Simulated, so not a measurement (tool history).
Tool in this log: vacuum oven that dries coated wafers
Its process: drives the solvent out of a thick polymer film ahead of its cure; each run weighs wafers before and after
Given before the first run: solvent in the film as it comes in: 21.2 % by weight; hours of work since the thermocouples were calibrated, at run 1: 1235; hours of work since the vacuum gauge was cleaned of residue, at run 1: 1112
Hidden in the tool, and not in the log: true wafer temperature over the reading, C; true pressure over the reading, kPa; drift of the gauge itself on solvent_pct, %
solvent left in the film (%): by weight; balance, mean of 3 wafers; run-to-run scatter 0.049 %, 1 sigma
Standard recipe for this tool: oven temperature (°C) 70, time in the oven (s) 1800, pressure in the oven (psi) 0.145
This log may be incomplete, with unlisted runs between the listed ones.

run	hour	oven temperature (°C)	time in the oven (s)	pressure in the oven (psi)	hours of work since the thermocouples were calibrated	hours of work since the vacuum gauge was cleaned of residue	solvent left in the film (%)
1	0	70	1800	0.145	1235	1112	1.29
2	39.3	70	1800	0.145	1257	1134	1.2
3	70.1	70	1800	0.145	1274	1151	1.22
4	106.6	70	1140	0.145	1294	1171	2.73
5	161.3	70	1440	0.145	1324	1201	1.85
6	183.7	70	1440	0.145	1336	1213	1.78
7	212.1	70	1800	0.145	1352	1229	1.25
8	240.9	70	3120	0.145	1368	1245	0.62

Run 9 has not been measured yet. What should we expect?
# hour 252.2: oven's thermocouples calibrated
9	291.8	78	2220	0.336	22	1272	?

solvent left in the film (%): 0.72
Were there no unlogged condition in the tool, this run, its random variation unchanged, would have produced solvent left in the film (%) 0.59.

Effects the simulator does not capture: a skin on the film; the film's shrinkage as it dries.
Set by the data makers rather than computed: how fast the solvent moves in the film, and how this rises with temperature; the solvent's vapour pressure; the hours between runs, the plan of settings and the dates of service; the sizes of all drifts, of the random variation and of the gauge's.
